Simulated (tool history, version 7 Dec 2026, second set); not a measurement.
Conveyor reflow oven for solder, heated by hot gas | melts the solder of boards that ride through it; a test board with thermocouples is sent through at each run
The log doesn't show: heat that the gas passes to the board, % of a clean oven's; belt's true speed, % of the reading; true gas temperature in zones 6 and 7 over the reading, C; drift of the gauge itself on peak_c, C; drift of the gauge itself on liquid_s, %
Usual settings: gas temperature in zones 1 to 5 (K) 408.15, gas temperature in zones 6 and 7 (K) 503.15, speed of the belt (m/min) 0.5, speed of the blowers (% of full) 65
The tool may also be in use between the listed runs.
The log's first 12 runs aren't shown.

run,hour,gas temperature in zones 1 to 5 (K),gas temperature in zones 6 and 7 (K),speed of the belt (m/min),speed of the blowers (% of full),hours of work since the flux was cleaned out,hours of work since the belt drive was overhauled,hours of work since the thermocouples were changed,highest temperature of the board (K),time above the solder's melting point (s)
13,91.7,408.15,503.15,0.5,87,65,238,120,492.55,54
14,102.2,408.15,503.15,0.5,87,71,244,126,490.35,55.2
15,110.6,410.15,503.15,0.5,65,76,249,130,487.95,53.1
16,116.8,417.15,515.15,0.5,62,79,252,134,499.95,63.2
17,124.5,417.15,511.15,0.5,62,83,256,138,495.75,59.6
18,135.6,396.15,503.15,0.465,65,90,263,144,487.95,51.7
19,146,403.15,503.15,0.5,65,95,268,150,486.95,49.8
20,150.9,408.15,503.15,0.574,59,98,271,152,480.85,37.7
21,157.2,408.15,505.15,0.577,59,101,274,156,483.85,39.6
22,164.2,408.15,505.15,0.577,59,105,278,160,483.05,40.3
23,173.8,408.15,503.15,0.506,65,110,283,165,487.15,50.3
24,180.3,408.15,503.15,0.506,65,114,287,168,487.15,49.5
25,188.5,408.15,503.15,0.506,65,118,292,173,487.65,49.9
26,199.7,394.15,503.15,0.506,60,125,298,179,483.55,42.1
27,211,411.15,499.15,0.55,83,131,304,185,485.65,46.6
28,217.6,408.15,500.15,0.555,57,134,307,189,479.35,38
29,226.3,408.15,503.15,0.421,53,139,312,194,490.25,64.1
30,233.3,407.15,503.15,0.5,86,143,316,197,491.15,54.9

4 ways to go on from here, each from the tool as it stands after run 30. What would each give?
A,241.7,408.15,503.15,0.5,68,148,321,202,?,?
B,241.7,400.15,503.15,0.531,65,148,321,202,?,?
C,241.7,395.15,499.15,0.5,86,148,321,202,?,?
D,241.7,408.15,504.15,0.5,52,148,321,202,?,?

run,highest temperature of the board (K),time above the solder's melting point (s)
A,487.65,51.8
B,484.35,42.8
C,484.75,47
D,485.25,48.1
Without the tool's hidden state the same runs would have given:
run,highest temperature of the board (K),time above the solder's melting point (s)
A,487.95,51.8
B,484.85,43.1
C,485.25,47.5
D,485.45,48

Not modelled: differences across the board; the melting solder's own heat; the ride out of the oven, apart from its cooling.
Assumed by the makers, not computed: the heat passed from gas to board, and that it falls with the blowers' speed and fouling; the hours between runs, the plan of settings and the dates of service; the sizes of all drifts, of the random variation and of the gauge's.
